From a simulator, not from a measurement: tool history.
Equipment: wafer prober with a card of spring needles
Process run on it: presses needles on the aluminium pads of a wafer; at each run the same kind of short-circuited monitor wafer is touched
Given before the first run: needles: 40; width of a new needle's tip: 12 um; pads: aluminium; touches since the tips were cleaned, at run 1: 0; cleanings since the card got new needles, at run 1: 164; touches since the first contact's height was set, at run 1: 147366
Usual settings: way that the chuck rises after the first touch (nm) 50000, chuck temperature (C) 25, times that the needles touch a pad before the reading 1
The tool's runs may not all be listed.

run,day,way that the chuck rises after the first touch (nm),chuck temperature (C),times that the needles touch a pad before the reading,touches since the tips were cleaned,cleanings since the card got new needles,touches since the first contact's height was set,resistance of one needle with its contact and lead (mohm),way that a needle slides on the pad (nm)
1,0.000,50000,25,1,0,164,147366,161,6820
# day 0.367: tips cleaned on abrasive film
# day 0.738: tips cleaned on abrasive film
# day 1.033: tips cleaned on abrasive film
# day 1.329: tips cleaned on abrasive film
# day 1.696: tips cleaned on abrasive film
# day 2.062: tips cleaned on abrasive film
2,2.271,50000,25,1,1365,170,162321,204,6620
# day 2.417: tips cleaned on abrasive film
# day 2.788: tips cleaned on abrasive film
# day 3.154: tips cleaned on abrasive film
# day 3.525: tips cleaned on abrasive film
3,3.592,44000,25,1,447,174,171019,187,5640
# day 3.888: tips cleaned on abrasive film
# day 4.254: tips cleaned on abrasive film
# day 4.621: tips cleaned on abrasive film
# day 4.992: tips cleaned on abrasive film
# day 5.358: tips cleaned on abrasive film
4,5.583,53000,25,1,1493,179,184160,206,6890
# day 5.658: tips cleaned on abrasive film
# day 6.029: tips cleaned on abrasive film
# day 6.396: tips cleaned on abrasive film
# day 6.692: tips cleaned on abrasive film
# day 7.058: tips cleaned on abrasive film
# day 7.208: tips cleaned on abrasive film, once more
5,7.408,53000,25,1,1328,185,196163,196,6850
# day 7.558: tips cleaned on abrasive film
# day 7.925: tips cleaned on abrasive film
# day 8.296: tips cleaned on abrasive film
# day 8.592: tips cleaned on abrasive film
# day 8.958: tips cleaned on abrasive film
# day 9.254: tips cleaned on abrasive film
# day 9.621: tips cleaned on abrasive film
# day 9.946: tips cleaned on abrasive film
6,9.946,53000,25,1,0,193,212846,165,6720
# day 10.312: tips cleaned on abrasive film
# day 10.608: tips cleaned on abrasive film
# day 10.975: tips cleaned on abrasive film
# day 11.271: tips cleaned on abrasive film
7,11.558,53000,25,1,1897,197,223478,220,6670
# day 11.633: tips cleaned on abrasive film
# day 12.004: tips cleaned on abrasive film
# day 12.371: tips cleaned on abrasive film
# day 12.529: height of the first contact set anew
# day 12.750: tips cleaned on abrasive film
# day 13.121: tips cleaned on abrasive film
# day 13.488: tips cleaned on abrasive film
8,13.533,53000,25,1,315,203,6625,172,7840
# day 13.829: tips cleaned on abrasive film
# day 14.125: tips cleaned on abrasive film
# day 14.496: tips cleaned on abrasive film
# day 14.862: tips cleaned on abrasive film
9,14.929,50000,107,1,445,207,15807,191,7380
# day 15.225: tips cleaned on abrasive film
# day 15.592: tips cleaned on abrasive film
# day 15.962: tips cleaned on abrasive film
10,16.042,50000,25,1,539,210,23141,176,7370
# day 16.267: tips cleaned on abrasive film
# day 16.562: tips cleaned on abrasive film
# day 16.929: tips cleaned on abrasive film
# day 17.225: tips cleaned on abrasive film
# day 17.592: tips cleaned on abrasive film
# day 17.962: tips cleaned on abrasive film
# day 18.262: tips cleaned on abrasive film
11,18.262,50000,25,1,0,217,37734,161,7260
# day 18.558: tips cleaned on abrasive film
# day 18.925: tips cleaned on abrasive film
# day 19.292: tips cleaned on abrasive film
12,19.329,50000,25,1,231,220,44762,170,7330
# day 19.625: tips cleaned on abrasive film
# day 19.992: tips cleaned on abrasive film
# day 20.358: tips cleaned on abrasive film
# day 20.729: tips cleaned on abrasive film
# day 21.025: tips cleaned on abrasive film
# day 21.392: tips cleaned on abrasive film
13,21.638,50000,25,1,1635,226,59988,209,7200
# day 21.717: tips cleaned on abrasive film
# day 22.008: tips cleaned on abrasive film
# day 22.379: tips cleaned on abrasive film
# day 22.675: tips cleaned on abrasive film
# day 23.042: tips cleaned on abrasive film
14,23.050,50000,65,2,47,231,69257,171,7060
# day 23.346: tips cleaned on abrasive film
# day 23.712: tips cleaned on abrasive film
# day 24.079: tips cleaned on abrasive film
# day 24.450: tips cleaned on abrasive film
# day 24.817: tips cleaned on abrasive film
# day 25.112: tips cleaned on abrasive film
# day 25.462: tips cleaned on abrasive film
15,25.462,67000,122,1,0,238,85147,176,9570
# day 25.758: tips cleaned on abrasive film
# day 26.054: tips cleaned on abrasive film
# day 26.421: tips cleaned on abrasive film
16,26.558,50000,29,1,900,241,92358,190,7080
# day 26.779: tips cleaned on abrasive film
# day 27.075: tips cleaned on abrasive film
# day 27.442: tips cleaned on abrasive film
# day 27.738: tips cleaned on abrasive film
# day 28.108: tips cleaned on abrasive film
# day 28.404: tips cleaned on abrasive film
17,28.675,50000,29,1,1831,247,106323,215,7020
# day 28.754: tips cleaned on abrasive film
# day 29.050: tips cleaned on abrasive film
# day 29.417: tips cleaned on abrasive film
# day 29.788: tips cleaned on abrasive film
18,30.054,50000,29,1,1797,251,115399,220,6860
# day 30.133: tips cleaned on abrasive film
# day 30.429: tips cleaned on abrasive film
# day 30.796: tips cleaned on abrasive film
# day 31.162: tips cleaned on abrasive film
# day 31.533: tips cleaned on abrasive film
# day 31.900: tips cleaned on abrasive film
# day 32.271: tips cleaned on abrasive film
# day 32.567: tips cleaned on abrasive film
19,32.604,50000,29,1,274,259,132175,175,6880

Here are 4 independent what-if runs from the current tool condition. What would each one return?
# day 32.900: tips cleaned on abrasive film
# day 33.196: tips cleaned on abrasive film
# day 33.567: tips cleaned on abrasive film
# day 33.862: tips cleaned on abrasive film
# day 34.154: tips cleaned on abrasive film
# day 34.504: tips cleaned on abrasive film
A,34.504,50000,110,1,0,265,144665,?,?
# day 32.900: tips cleaned on abrasive film
# day 33.196: tips cleaned on abrasive film
# day 33.567: tips cleaned on abrasive film
# day 33.862: tips cleaned on abrasive film
# day 34.154: tips cleaned on abrasive film
# day 34.504: tips cleaned on abrasive film
B,34.504,50000,58,1,0,265,144665,?,?
# day 32.900: tips cleaned on abrasive film
# day 33.196: tips cleaned on abrasive film
# day 33.567: tips cleaned on abrasive film
# day 33.862: tips cleaned on abrasive film
# day 34.154: tips cleaned on abrasive film
# day 34.504: tips cleaned on abrasive film
C,34.504,36000,25,1,0,265,144665,?,?
# day 32.900: tips cleaned on abrasive film
# day 33.196: tips cleaned on abrasive film
# day 33.567: tips cleaned on abrasive film
# day 33.862: tips cleaned on abrasive film
# day 34.154: tips cleaned on abrasive film
# day 34.504: tips cleaned on abrasive film
D,34.504,60000,25,1,0,265,144665,?,?

run,resistance of one needle with its contact and lead (mohm),way that a needle slides on the pad (nm)
A,179,6720
B,173,6730
C,175,4570
D,163,8180
What these runs would have given with no unlogged condition in the tool:
run,resistance of one needle with its contact and lead (mohm),way that a needle slides on the pad (nm)
A,168,7460
B,161,7460
C,155,5300
D,155,8920
